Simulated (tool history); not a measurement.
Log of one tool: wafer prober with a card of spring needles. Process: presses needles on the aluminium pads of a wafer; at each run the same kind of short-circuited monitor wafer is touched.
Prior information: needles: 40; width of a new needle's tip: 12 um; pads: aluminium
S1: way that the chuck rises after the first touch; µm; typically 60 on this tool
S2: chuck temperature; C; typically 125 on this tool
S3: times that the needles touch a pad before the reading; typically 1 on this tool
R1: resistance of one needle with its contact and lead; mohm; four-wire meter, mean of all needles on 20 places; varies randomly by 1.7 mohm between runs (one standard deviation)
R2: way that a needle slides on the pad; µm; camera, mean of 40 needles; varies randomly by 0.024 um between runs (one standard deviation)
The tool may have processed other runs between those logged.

{"run": 1, "hour": 0.0, "S1": 60, "S2": 125, "S3": 1, "R1": 172, "R2": 8.66}
{"run": 2, "hour": 8.6, "S1": 60, "S2": 125, "S3": 1, "R1": 170, "R2": 8.65}
{"run": 3, "hour": 18.7, "S1": 60, "S2": 125, "S3": 1, "R1": 172, "R2": 8.68}
{"run": 4, "hour": 28.6, "S1": 60, "S2": 125, "S3": 1, "R1": 173, "R2": 8.73}
{"hour": 31.1, "done": "tips cleaned on abrasive film"}
{"run": 5, "hour": 43.6, "S1": 60, "S2": 125, "S3": 1, "R1": 169, "R2": 8.69}
{"run": 6, "hour": 59.2, "S1": 41, "S2": 125, "S3": 1, "R1": 182, "R2": 5.99}
{"hour": 73.8, "done": "tips cleaned on abrasive film"}
{"run": 7, "hour": 75.2, "S1": 60, "S2": 125, "S3": 3, "R1": 172, "R2": 8.74}
{"run": 8, "hour": 93.3, "S1": 60, "S2": 125, "S3": 3, "R1": 172, "R2": 8.75}
{"run": 9, "hour": 112.6, "S1": 60, "S2": 72, "S3": 1, "R1": 163, "R2": 8.73}
{"hour": 116.8, "done": "tips cleaned on abrasive film"}
{"run": 10, "hour": 121.2, "S1": 50, "S2": 125, "S3": 1, "R1": 174, "R2": 7.27}
{"run": 11, "hour": 131.1, "S1": 50, "S2": 125, "S3": 1, "R1": 177, "R2": 7.25}
{"run": 12, "hour": 148.9, "S1": 53, "S2": 125, "S3": 1, "R1": 173, "R2": 7.68}
{"hour": 159.4, "done": "tips cleaned on abrasive film"}
{"run": 13, "hour": 167.4, "S1": 60, "S2": 106, "S3": 1, "R1": 169, "R2": 8.73}
{"run": 14, "hour": 175.8, "S1": 60, "S2": 125, "S3": 2, "R1": 173, "R2": 8.71}
{"run": 15, "hour": 185.7, "S1": 43, "S2": 26, "S3": 1, "R1": 159, "R2": 6.24}
{"run": 16, "hour": 200.2, "S1": 53, "S2": 47, "S3": 2, "R1": 161, "R2": 7.66}
{"hour": 201.8, "done": "tips cleaned on abrasive film"}
{"run": 17, "hour": 213.3, "S1": 52, "S2": 93, "S3": 1, "R1": 170, "R2": 7.53}
{"run": 18, "hour": 223.4, "S1": 42, "S2": 93, "S3": 2, "R1": 175, "R2": 6.08}
{"run": 19, "hour": 238.2, "S1": 63, "S2": 111, "S3": 1, "R1": 168, "R2": 9.12}
{"hour": 244.2, "done": "tips cleaned on abrasive film"}
{"hour": 249.6, "done": "height of the first contact set anew"}
{"run": 20, "hour": 249.9, "S1": 78, "S2": 111, "S3": 2, "R1": 164, "R2": 11.33}
{"run": 21, "hour": 269.1, "S1": 78, "S2": 111, "S3": 2, "R1": 164, "R2": 11.28}

Here are 3 independent what-if runs from the current tool condition. What would each one return?
{"run": "A", "hour": 279.3, "S1": 60, "S2": 125, "S3": 1, "R1": "?", "R2": "?"}
{"run": "B", "hour": 279.3, "S1": 59, "S2": 125, "S3": 1, "R1": "?", "R2": "?"}
{"run": "C", "hour": 279.3, "S1": 70, "S2": 111, "S3": 2, "R1": "?", "R2": "?"}

run=A R1=172 R2=8.70
run=B R1=169 R2=8.56
run=C R1=167 R2=10.17
Without the tool's hidden state the same runs would have given:
run=A R1=172 R2=8.70
run=B R1=169 R2=8.56
run=C R1=167 R2=10.17
